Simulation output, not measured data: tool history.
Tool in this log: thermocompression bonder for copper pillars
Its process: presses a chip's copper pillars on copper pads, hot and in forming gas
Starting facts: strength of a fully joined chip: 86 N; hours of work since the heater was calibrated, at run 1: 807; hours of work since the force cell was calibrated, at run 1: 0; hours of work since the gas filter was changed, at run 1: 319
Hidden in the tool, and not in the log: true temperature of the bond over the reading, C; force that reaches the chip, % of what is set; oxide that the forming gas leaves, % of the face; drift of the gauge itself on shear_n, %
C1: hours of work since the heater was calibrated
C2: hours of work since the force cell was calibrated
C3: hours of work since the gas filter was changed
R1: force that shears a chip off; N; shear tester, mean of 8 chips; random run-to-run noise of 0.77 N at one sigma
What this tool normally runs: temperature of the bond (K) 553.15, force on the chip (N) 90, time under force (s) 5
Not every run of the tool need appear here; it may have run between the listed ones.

run 1 hour=0.0 | temperature_of_the_bond_(K)=553.15 force_on_the_chip_(N)=90 time_under_force_(s)=5 | C1=807 C2=0 C3=319 | R1=52.7
-- hour=4.6 forming gas filter changed
run 2 hour=24.3 | temperature_of_the_bond_(K)=553.15 force_on_the_chip_(N)=90 time_under_force_(s)=5 | C1=825 C2=18 C3=15 | R1=60.2
run 3 hour=59.6 | temperature_of_the_bond_(K)=553.15 force_on_the_chip_(N)=90 time_under_force_(s)=3 | C1=852 C2=45 C3=42 | R1=52.1
run 4 hour=99.7 | temperature_of_the_bond_(K)=553.15 force_on_the_chip_(N)=90 time_under_force_(s)=3 | C1=882 C2=76 C3=73 | R1=49.5
-- hour=118.9 heater calibrated with a thermocouple chip
run 5 hour=134.0 | temperature_of_the_bond_(K)=553.15 force_on_the_chip_(N)=90 time_under_force_(s)=3 | C1=12 C2=100 C3=97 | R1=48.7
run 6 hour=170.1 | temperature_of_the_bond_(K)=553.15 force_on_the_chip_(N)=90 time_under_force_(s)=3 | C1=39 C2=128 C3=125 | R1=48.0
run 7 hour=213.0 | temperature_of_the_bond_(K)=553.15 force_on_the_chip_(N)=90 time_under_force_(s)=3 | C1=72 C2=161 C3=157 | R1=46.9
run 8 hour=258.6 | temperature_of_the_bond_(K)=553.15 force_on_the_chip_(N)=86 time_under_force_(s)=5 | C1=107 C2=195 C3=192 | R1=52.8
run 9 hour=283.5 | temperature_of_the_bond_(K)=553.15 force_on_the_chip_(N)=86 time_under_force_(s)=5 | C1=126 C2=214 C3=211 | R1=52.8
run 10 hour=323.8 | temperature_of_the_bond_(K)=553.15 force_on_the_chip_(N)=90 time_under_force_(s)=4 | C1=156 C2=245 C3=242 | R1=51.0
run 11 hour=356.4 | temperature_of_the_bond_(K)=575.15 force_on_the_chip_(N)=58 time_under_force_(s)=7 | C1=181 C2=270 C3=267 | R1=59.3
run 12 hour=393.5 | temperature_of_the_bond_(K)=527.15 force_on_the_chip_(N)=86 time_under_force_(s)=5 | C1=210 C2=298 C3=295 | R1=37.4
-- hour=430.5 forming gas filter changed
run 13 hour=430.7 | temperature_of_the_bond_(K)=527.15 force_on_the_chip_(N)=86 time_under_force_(s)=5 | C1=238 C2=326 C3=0 | R1=40.5
run 14 hour=461.9 | temperature_of_the_bond_(K)=527.15 force_on_the_chip_(N)=86 time_under_force_(s)=5 | C1=261 C2=350 C3=24 | R1=40.3
run 15 hour=506.4 | temperature_of_the_bond_(K)=560.15 force_on_the_chip_(N)=75 time_under_force_(s)=5 | C1=295 C2=384 C3=58 | R1=56.1
run 16 hour=538.1 | temperature_of_the_bond_(K)=527.15 force_on_the_chip_(N)=133 time_under_force_(s)=4 | C1=319 C2=408 C3=82 | R1=47.4
run 17 hour=567.1 | temperature_of_the_bond_(K)=553.15 force_on_the_chip_(N)=56 time_under_force_(s)=3 | C1=342 C2=430 C3=104 | R1=37.2

Hidden state or all else? Some run-to-run changes of R1, split into what the settings, what came in and random variation would give without the hidden state, and what is left for the hidden state (with any gauge scatter that isn't in both results):
Run 1 -> 2: forming gas filter changed. R1 +7.5 N: hidden state +4.9, all else +2.6.
Run 11 -> 12: temperature of the bond (K) 575.15 -> 527.15, force on the chip (N) 58 -> 86, time under force (s) 7 -> 5. R1 -21.9 N: hidden state +1.5, all else -23.4.
